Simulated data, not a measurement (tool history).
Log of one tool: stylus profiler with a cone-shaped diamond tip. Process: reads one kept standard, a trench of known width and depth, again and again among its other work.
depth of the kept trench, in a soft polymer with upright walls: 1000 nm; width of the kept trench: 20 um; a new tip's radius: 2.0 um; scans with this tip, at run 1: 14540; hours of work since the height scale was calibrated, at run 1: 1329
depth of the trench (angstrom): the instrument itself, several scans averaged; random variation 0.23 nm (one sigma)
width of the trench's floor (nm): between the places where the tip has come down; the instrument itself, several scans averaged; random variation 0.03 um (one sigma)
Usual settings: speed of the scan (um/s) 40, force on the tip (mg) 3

run    day  speed of the scan (um/s)  force on the tip (mg)  scans with this tip  hours of work since the height scale was calibrated  depth of the trench (angstrom)  width of the trench's floor (nm)
  1      0                        40                      3                14540                                                 1329                         10110.9                             16450
  2  0.317                       158                      3                14595                                                 1334                         10112.9                             16110
  3  0.625                       158                      3                14649                                                 1339                         10112.6                             16180
  4  0.912                       158                   6.46                14699                                                 1343                         10185.9                             16260
  5  1.267                       158                   6.46                14761                                                 1349                         10185.8                             16290
  6  1.683                       158                   6.46                14833                                                 1355                         10183.5                             16270
  7  2.183                       158                   6.46                14920                                                 1363                         10188.4                             16260
  8    2.7                       158                   6.46                15010                                                 1372                         10184.5                             16290
  9  3.154                       158                   6.46                15089                                                 1379                           10183                             16290
 10  3.512                       158                   6.46                15151                                                 1385                         10184.3                             16300
 11  4.204                        40                      3                15271                                                 1395                         10112.9                             16470
 12  4.792                        40                      3                15373                                                 1405                         10106.7                             16440

Forecast run 13:
 13  5.417                        40                      3                15482                                                 1415                               ?                                 ?

{"run 13": {"depth of the trench (angstrom)": 10108.5, "width of the trench's floor (nm)": 16400}}
Without the tool's hidden state the same run would have given depth of the trench (angstrom) 10108.7, width of the trench's floor (nm) 16410.
